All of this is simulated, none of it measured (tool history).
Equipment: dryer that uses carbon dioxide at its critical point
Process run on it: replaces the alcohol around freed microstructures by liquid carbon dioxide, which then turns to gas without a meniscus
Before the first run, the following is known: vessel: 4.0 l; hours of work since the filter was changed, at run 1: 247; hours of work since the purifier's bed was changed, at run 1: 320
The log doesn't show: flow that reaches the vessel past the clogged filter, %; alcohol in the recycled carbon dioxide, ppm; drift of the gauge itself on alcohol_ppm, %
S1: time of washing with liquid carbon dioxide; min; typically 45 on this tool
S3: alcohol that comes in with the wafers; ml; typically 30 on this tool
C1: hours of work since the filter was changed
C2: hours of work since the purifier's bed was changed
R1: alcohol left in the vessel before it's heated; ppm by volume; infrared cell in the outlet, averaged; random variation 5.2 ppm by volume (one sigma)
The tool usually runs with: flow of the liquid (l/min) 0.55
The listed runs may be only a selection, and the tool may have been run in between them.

Run 1, hour 0: usual settings; C1 247; C2 320. Result: R1 277 ppm by volume.
Run 2, hour 10.3: usual settings; C1 255; C2 327. Result: R1 286 ppm by volume.
Run 3, hour 17.5: usual settings; C1 260; C2 333. Result: R1 296 ppm by volume.
Run 4, hour 23.7: usual settings but S3 60 ml; C1 265; C2 337. Result: R1 485 ppm by volume.
Run 5, hour 29.6: usual settings but S3 60 ml; C1 269; C2 342. Result: R1 460 ppm by volume.
Run 6, hour 37.9: usual settings but S3 60 ml; C1 276; C2 348. Result: R1 487 ppm by volume.
Run 7, hour 49.2: usual settings; C1 284; C2 356. Result: R1 317 ppm by volume.
Run 8, hour 62.4: usual settings; C1 294; C2 366. Result: R1 306 ppm by volume.
Run 9, hour 70.5: usual settings; C1 300; C2 372. Result: R1 310 ppm by volume.
Run 10, hour 76.7: usual settings but S1 64 min; C1 304; C2 377. Result: R1 173 ppm by volume.
Run 11, hour 85.2: usual settings but S1 64 min; C1 311; C2 383. Result: R1 168 ppm by volume.
Run 12, hour 96.8: usual settings but S1 64 min; C1 319; C2 392. Result: R1 182 ppm by volume.
Run 13, hour 104.8: usual settings but S1 64 min; C1 325; C2 398. Result: R1 170 ppm by volume.
Run 14, hour 114.5: usual settings but S1 64 min, S3 102 ml; C1 332; C2 405. Result: R1 287 ppm by volume.
Run 15, hour 127.8: usual settings; C1 342; C2 415. Result: R1 347 ppm by volume.
At hour 139.9: inlet filter changed.
Run 16, hour 142.4: usual settings; C1 2; C2 425. Result: R1 243 ppm by volume.
Run 17, hour 155.4: usual settings; C1 11; C2 434. Result: R1 244 ppm by volume.
Run 18, hour 167.2: usual settings but flow of the liquid (l/min) 0.725; C1 20; C2 443. Result: R1 170 ppm by volume.
Run 19, hour 180.7: usual settings but S1 27 min, flow of the liquid (l/min) 0.725; C1 30; C2 453. Result: R1 409 ppm by volume.
Run 20, hour 192.9: usual settings; C1 39; C2 462. Result: R1 267 ppm by volume.
Run 21, hour 204.7: usual settings but S3 57 ml; C1 48; C2 471. Result: R1 371 ppm by volume.
Run 22, hour 218.6: usual settings but S3 57 ml; C1 58; C2 481. Result: R1 366 ppm by volume.
Run 23, hour 226.5: usual settings but S3 105 ml; C1 64; C2 487. Result: R1 572 ppm by volume.
Run 24, hour 240.1: usual settings but flow of the liquid (l/min) 0.49, S3 55 ml; C1 74; C2 497. Result: R1 509 ppm by volume.
Run 25, hour 248: usual settings but S3 52 ml; C1 80; C2 503. Result: R1 380 ppm by volume.
Run 26, hour 262: usual settings but S1 35 min, S3 20 ml; C1 91; C2 513. Result: R1 367 ppm by volume.
Run 27, hour 270.2: usual settings but S1 32 min, flow of the liquid (l/min) 0.34, S3 20 ml; C1 97; C2 519. Result: R1 1006 ppm by volume.
Run 28, hour 280.4: usual settings but S1 32 min, flow of the liquid (l/min) 0.34, S3 20 ml; C1 104; C2 527. Result: R1 1041 ppm by volume.
Run 29, hour 292.5: usual settings but S1 57 min, flow of the liquid (l/min) 0.842, S3 101 ml; C1 113; C2 536. Result: R1 191 ppm by volume.
Run 30, hour 301.7: usual settings but S1 33 min, flow of the liquid (l/min) 0.501, S3 97 ml; C1 120; C2 543. Result: R1 1808 ppm by volume.
Run 31, hour 314.2: usual settings but S1 71 min, flow of the liquid (l/min) 0.641, S3 71 ml; C1 129; C2 552. Result: R1 188 ppm by volume.
Run 32, hour 324.4: usual settings but flow of the liquid (l/min) 0.496, S3 71 ml; C1 137; C2 560. Result: R1 659 ppm by volume.
Run 33, hour 335.3: usual settings but S1 35 min, flow of the liquid (l/min) 0.488, S3 96 ml; C1 145; C2 568. Result: R1 1665 ppm by volume.
Run 34, hour 347.7: usual settings but S1 42 min, flow of the liquid (l/min) 0.488, S3 39 ml; C1 154; C2 577. Result: R1 545 ppm by volume.
Run 35, hour 355.3: usual settings but S1 30 min, flow of the liquid (l/min) 0.508; C1 160; C2 583. Result: R1 826 ppm by volume.
Run 36, hour 361.4: usual settings but S1 27 min, flow of the liquid (l/min) 0.548, S3 92 ml; C1 164; C2 587. Result: R1 2295 ppm by volume.
Run 37, hour 371.8: usual settings but S1 27 min, flow of the liquid (l/min) 0.548, S3 92 ml; C1 172; C2 595. Result: R1 2387 ppm by volume.
Run 38, hour 384: usual settings but S1 27 min, flow of the liquid (l/min) 0.548, S3 92 ml; C1 181; C2 604. Result: R1 2353 ppm by volume.
Run 39, hour 393.5: usual settings but S1 27 min, flow of the liquid (l/min) 0.548, S3 92 ml; C1 188; C2 611. Result: R1 2338 ppm by volume.
Run 40, hour 406.8: usual settings but S1 27 min, flow of the liquid (l/min) 0.68, S3 92 ml; C1 198; C2 621. Result: R1 1431 ppm by volume.
Run 41, hour 416.4: usual settings but S1 27 min, flow of the liquid (l/min) 0.68, S3 92 ml; C1 205; C2 628. Result: R1 1517 ppm by volume.
Run 42, hour 426.6: usual settings but S1 42 min, S3 38 ml; C1 213; C2 636. Result: R1 470 ppm by volume.
At hour 434: purifier's bed changed.
Run 43, hour 438.8: usual settings but S1 42 min, flow of the liquid (l/min) 0.724, S3 24 ml; C1 220; C2 4. Result: R1 63 ppm by volume.
Run 44, hour 450.3: usual settings but S1 63 min, flow of the liquid (l/min) 0.724, S3 24 ml; C1 228; C2 12. Result: R1 28 ppm by volume.
Run 45, hour 461: usual settings but S1 42 min, S3 38 ml; C1 236; C2 20. Result: R1 292 ppm by volume.
Run 46, hour 472.9: usual settings but S1 42 min, flow of the liquid (l/min) 0.71, S3 49 ml; C1 245; C2 29. Result: R1 144 ppm by volume.

Predict each of these 4 candidate next runs independently; none follows another, all start after run 46:
Run A, hour 481.7: usual settings but flow of the liquid (l/min) 0.823, S3 63 ml; C1 251; C2 35. Result: R1 ?.
Run B, hour 481.7: usual settings but S1 51 min, flow of the liquid (l/min) 0.71, S3 43 ml; C1 251; C2 35. Result: R1 ?.
Run C, hour 481.7: usual settings but S1 64 min, flow of the liquid (l/min) 0.845, S3 22 ml; C1 251; C2 35. Result: R1 ?.
Run D, hour 481.7: usual settings but S1 42 min, flow of the liquid (l/min) 0.438, S3 21 ml; C1 251; C2 35. Result: R1 ?.

run   R1
  A   68
  B   57
  C   15
  D  326
Without the tool's hidden state the same runs would have given:
run   R1
  A   26
  B   21
  C    2
  D  205
